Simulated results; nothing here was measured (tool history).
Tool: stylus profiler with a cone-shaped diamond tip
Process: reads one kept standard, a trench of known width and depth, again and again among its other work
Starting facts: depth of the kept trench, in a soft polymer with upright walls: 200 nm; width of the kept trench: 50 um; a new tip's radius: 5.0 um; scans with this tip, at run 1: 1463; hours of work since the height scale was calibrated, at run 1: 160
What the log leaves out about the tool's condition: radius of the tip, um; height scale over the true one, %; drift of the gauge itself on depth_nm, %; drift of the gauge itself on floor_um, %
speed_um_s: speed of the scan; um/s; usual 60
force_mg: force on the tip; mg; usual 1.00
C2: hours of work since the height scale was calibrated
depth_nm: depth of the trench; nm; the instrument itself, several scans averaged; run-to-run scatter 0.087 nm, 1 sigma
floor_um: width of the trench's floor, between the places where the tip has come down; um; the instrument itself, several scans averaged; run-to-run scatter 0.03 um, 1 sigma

Run 1, hour 0.0: usual settings; scans with this tip 1463; C2 160. Result: depth_nm 200.96 nm, floor_um 46.73 um.
Run 2, hour 15.4: usual settings; scans with this tip 1537; C2 169. Result: depth_nm 200.77 nm, floor_um 46.77 um.
Run 3, hour 25.9: usual settings; scans with this tip 1587; C2 174. Result: depth_nm 200.92 nm, floor_um 46.75 um.
Run 4, hour 39.4: usual settings; scans with this tip 1652; C2 181. Result: depth_nm 200.88 nm, floor_um 46.78 um.
Run 5, hour 54.8: usual settings; scans with this tip 1726; C2 189. Result: depth_nm 200.92 nm, floor_um 46.74 um.
Run 6, hour 70.3: usual settings; scans with this tip 1801; C2 197. Result: depth_nm 200.91 nm, floor_um 46.81 um.
Run 7, hour 80.3: usual settings but speed_um_s 109 um/s, force_mg 0.35 mg; scans with this tip 1849; C2 203. Result: depth_nm 200.61 nm, floor_um 45.98 um.
Run 8, hour 95.5: usual settings but speed_um_s 68 um/s, force_mg 1.68 mg; scans with this tip 1922; C2 211. Result: depth_nm 201.27 nm, floor_um 46.79 um.

Run 9 is up next; what results do you expect?
Run 9, hour 107.2: usual settings but speed_um_s 68 um/s, force_mg 1.68 mg; scans with this tip 1978; C2 217. Result: depth_nm ?, floor_um ?.

depth_nm: 201.39 nm
floor_um: 46.81 um
If the tool had no hidden condition, the same run with the same run-to-run variation would have returned depth_nm 201.19 nm, floor_um 46.92 um.
